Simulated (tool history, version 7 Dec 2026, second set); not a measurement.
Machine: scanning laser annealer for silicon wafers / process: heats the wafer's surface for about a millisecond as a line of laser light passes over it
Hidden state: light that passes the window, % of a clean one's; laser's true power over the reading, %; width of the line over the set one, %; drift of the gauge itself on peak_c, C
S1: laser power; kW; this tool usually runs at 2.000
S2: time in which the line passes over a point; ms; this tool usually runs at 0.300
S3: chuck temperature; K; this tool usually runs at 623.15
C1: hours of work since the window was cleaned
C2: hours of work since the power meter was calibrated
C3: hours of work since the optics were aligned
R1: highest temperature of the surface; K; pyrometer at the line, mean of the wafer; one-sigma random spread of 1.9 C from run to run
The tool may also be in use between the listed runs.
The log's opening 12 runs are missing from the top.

run     day     S1     S2      S3   C1   C2    C3       R1
 13  12.583  1.842  0.300  623.15  342  342  1322  1329.15
     13.462  -- window over the wafer cleaned
 14  13.950  2.088  0.300  623.15    8  363  1342  1419.15
 15  15.383  2.088  0.300  623.15   30  385  1365  1416.15
 16  16.662  2.088  0.300  623.15   51  406  1385  1420.15
 17  17.917  2.000  0.300  600.15   71  426  1405  1360.15
 18  18.929  1.750  0.300  623.15   87  442  1421  1295.15
 19  19.733  1.750  0.300  623.15   99  454  1434  1297.15
 20  20.533  2.000  0.300  632.15  112  467  1446  1393.15
 21  21.696  1.840  0.272  653.15  130  485  1465  1318.15
 22  22.992  1.840  0.272  653.15  151  506  1485  1318.15
 23  24.221  1.840  0.272  653.15  171  526  1505  1318.15
 24  25.467  1.976  0.306  604.15  190  545  1525  1366.15
 25  26.654  1.976  0.306  604.15  209  564  1543  1368.15
 26  27.725  2.000  0.300  645.15  226  581  1560  1406.15
 27  28.708  1.760  0.323  640.15  242  597  1576  1344.15
 28  29.612  1.787  0.300  623.15  256  611  1590  1310.15

Run 29 comes next. What will it give?
 29  30.875  1.916  0.287  592.15  276  631  1610   ?

R1: 1306.15 K
Were there no unlogged condition in the tool, this run, its random variation unchanged, would have produced R1 1307.15 K.
